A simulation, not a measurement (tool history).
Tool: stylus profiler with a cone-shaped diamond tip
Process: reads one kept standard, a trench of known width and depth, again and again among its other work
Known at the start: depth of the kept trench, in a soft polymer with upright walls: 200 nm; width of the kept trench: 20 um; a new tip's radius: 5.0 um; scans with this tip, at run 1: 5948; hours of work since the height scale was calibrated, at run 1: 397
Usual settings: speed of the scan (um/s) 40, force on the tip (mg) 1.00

run	day	speed of the scan (um/s)	force on the tip (mg)	scans with this tip	hours of work since the height scale was calibrated	depth of the trench (Å)	width of the trench's floor (nm)
1	0.000	40	1.00	5948	397	2011.3	16530
2	0.404	40	1.00	6060	405	2011.3	16500
3	1.088	40	1.00	6248	417	2011.4	16460
4	1.625	40	1.00	6398	427	2011.4	16430
5	2.517	40	0.48	6645	444	2007.7	16350
6	3.208	40	1.00	6837	456	2011.4	16460
7	3.662	40	1.00	6962	465	2011.7	16450
8	4.258	35	0.80	7128	476	2010.0	16440
9	5.050	18	2.34	7346	490	2019.0	16520
10	5.512	17	0.58	7475	499	2008.5	16420
# day 5.612: height scale calibrated on a step standard
11	6.138	17	0.58	7643	10	2008.9	16410
12	6.896	47	0.91	7852	24	2011.8	16220
13	7.467	12	0.75	8010	34	2010.8	16510
14	8.133	20	2.80	8195	47	2022.4	16450

How the hidden state differs across the entries between the runs, from the last listed run before each to the first after it:
Between runs 10 and 11: height scale calibrated on a step standard (day 5.612)
  radius of the tip, um: 7.42 -> 7.47; height scale over the true one, %: 0.09 -> 0.121
  measured less the result without the state, depth of the trench (Å): +1.8 -> +2.5; width of the trench's floor (nm): -630 -> -640
